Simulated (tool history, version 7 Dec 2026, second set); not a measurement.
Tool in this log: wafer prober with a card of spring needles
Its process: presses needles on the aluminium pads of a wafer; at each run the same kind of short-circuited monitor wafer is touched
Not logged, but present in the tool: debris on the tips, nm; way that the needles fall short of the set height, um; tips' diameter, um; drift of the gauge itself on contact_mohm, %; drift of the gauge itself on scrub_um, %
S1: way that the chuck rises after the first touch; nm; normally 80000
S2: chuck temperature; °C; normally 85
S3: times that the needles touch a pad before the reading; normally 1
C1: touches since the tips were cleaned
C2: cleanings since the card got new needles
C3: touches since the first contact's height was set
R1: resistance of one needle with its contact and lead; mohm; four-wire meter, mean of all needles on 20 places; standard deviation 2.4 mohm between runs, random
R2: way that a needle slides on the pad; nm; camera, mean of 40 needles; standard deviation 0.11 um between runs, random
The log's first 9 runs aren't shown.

run     day     S1   S2  S3    C1  C2      C3   R1     R2
      7.183  -- tips cleaned on abrasive film
      7.962  -- tips cleaned on abrasive film
 10   7.975  80000   85   1    80  49   51879  280  16480
      8.775  -- tips cleaned on abrasive film
 11   8.912  75000   85   1   864  50   57839  290  15110
        9.6  -- tips cleaned on abrasive film
 12   9.825  75000   85   2  1446  51   63663  289  15290
     10.388  -- tips cleaned on abrasive film
 13  10.471  80000   87   1   516  52   67760  287  16370
 14  10.921  80000   87   1  3403  52   70647  320  16090
     11.188  -- tips cleaned on abrasive film
      11.95  -- tips cleaned on abrasive film
 15   11.95  80000   87   1     0  54   77175  279  16270
 16  12.375  80000   87   1  2710  54   79885  313  16120
     12.717  -- tips cleaned on abrasive film
 17  13.017  80000  116   1  1921  55   83979  311  16230
     13.508  -- tips cleaned on abrasive film
 18  13.979  80000   27   3  3012  56   90090  271  15990
     14.346  -- tips cleaned on abrasive film
 19      15  80000   27   3  4207  57   96612  279  16220
     15.146  -- tips cleaned on abrasive film
 20  15.562  80000   27   3  2645  58  100158  269  16340
     15.929  -- tips cleaned on abrasive film
 21  16.142  99000   79   1  1369  59  103846  280  20030
     16.704  -- tips cleaned on abrasive film
 22  16.929  99000   77   1  1442  60  108853  285  20120
     17.521  -- tips cleaned on abrasive film
 23  17.596  80000   71   1   477  61  113089  284  16250
 24  18.175  80000   85   3  4186  61  116798  288  16130
     18.362  -- tips cleaned on abrasive film
     19.121  -- tips cleaned on abrasive film
 25  19.121  80000   85   1     0  63  122795  275  16010
 26  19.688  73000   85   1  3624  63  126419  342  14600
     19.904  -- tips cleaned on abrasive film
     20.675  -- tips cleaned on abrasive film
 27  20.692  80000  104   1   105  65  132788  285  15710
     21.467  -- tips cleaned on abrasive film
 28  21.529  61000  116   1   401  66  138120  315  12060
     22.233  -- tips cleaned on abrasive film
 29  22.417  61000  116   1  1183  67  143778  332  11870
     23.046  -- tips cleaned on abrasive film
 30  23.142  61000  116   1   589  68  148364  316  11990
 31    23.6  77000   43   1  3536  68  151311  320  15320

Consider 4 possible next runs. They are alternatives, not a sequence: every one starts from the tool as it was left by run 31. What does each give?
     23.846  -- tips cleaned on abrasive film
     24.604  -- tips cleaned on abrasive film
  A  24.604  82000  60   1  10  70  157685   ?   ?
     23.846  -- tips cleaned on abrasive film
     24.604  -- tips cleaned on abrasive film
  B  24.604  93000  25   2  10  70  157685   ?   ?
     23.846  -- tips cleaned on abrasive film
     24.604  -- tips cleaned on abrasive film
  C  24.604  63000  38   1  10  70  157685   ?   ?
     23.846  -- tips cleaned on abrasive film
     24.604  -- tips cleaned on abrasive film
  D  24.604  77000  56   1  10  70  157685   ?   ?

run   R1     R2
  A  267  16340
  B  253  18640
  C  274  12330
  D  269  15340
Had the tool no hidden state, the same runs would have come out as:
run   R1     R2
  A  259  17070
  B  248  19390
  C  261  13080
  D  260  16090
